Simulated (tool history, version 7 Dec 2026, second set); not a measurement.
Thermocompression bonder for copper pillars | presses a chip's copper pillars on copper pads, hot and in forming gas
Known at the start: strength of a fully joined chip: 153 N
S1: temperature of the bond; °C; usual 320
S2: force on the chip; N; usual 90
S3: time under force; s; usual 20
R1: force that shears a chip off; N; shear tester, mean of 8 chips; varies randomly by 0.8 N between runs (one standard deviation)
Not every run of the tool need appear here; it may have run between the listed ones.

{"run": 1, "hour": 0.0, "S1": 320, "S2": 90, "S3": 20, "R1": 59.1}
{"run": 2, "hour": 56.6, "S1": 320, "S2": 90, "S3": 20, "R1": 57.7}
{"run": 3, "hour": 107.0, "S1": 326, "S2": 90, "S3": 20, "R1": 61}
{"run": 4, "hour": 133.2, "S1": 320, "S2": 90, "S3": 56, "R1": 82.1}
{"run": 5, "hour": 191.7, "S1": 320, "S2": 90, "S3": 31, "R1": 66.6}
{"run": 6, "hour": 223.3, "S1": 320, "S2": 90, "S3": 31, "R1": 66.4}
{"run": 7, "hour": 260.7, "S1": 320, "S2": 90, "S3": 31, "R1": 67}
{"run": 8, "hour": 305.2, "S1": 320, "S2": 90, "S3": 31, "R1": 65.3}
{"run": 9, "hour": 352.5, "S1": 320, "S2": 90, "S3": 31, "R1": 66}
{"run": 10, "hour": 408.3, "S1": 320, "S2": 90, "S3": 31, "R1": 65}
{"run": 11, "hour": 453.2, "S1": 320, "S2": 90, "S3": 31, "R1": 64.6}
{"run": 12, "hour": 506.2, "S1": 320, "S2": 90, "S3": 20, "R1": 55.6}
{"run": 13, "hour": 552.8, "S1": 320, "S2": 90, "S3": 20, "R1": 53.9}
{"hour": 573.2, "done": "heater calibrated with a thermocouple chip"}
{"run": 14, "hour": 581.1, "S1": 320, "S2": 90, "S3": 20, "R1": 58.9}
{"run": 15, "hour": 631.9, "S1": 305, "S2": 90, "S3": 20, "R1": 50.4}

The next listed run, before its measurement:
{"run": 16, "hour": 686.2, "S1": 320, "S2": 79, "S3": 20, "R1": "?"}

R1: 52.1 N
With no hidden state in the tool, this same run would have given R1 55.2 N.

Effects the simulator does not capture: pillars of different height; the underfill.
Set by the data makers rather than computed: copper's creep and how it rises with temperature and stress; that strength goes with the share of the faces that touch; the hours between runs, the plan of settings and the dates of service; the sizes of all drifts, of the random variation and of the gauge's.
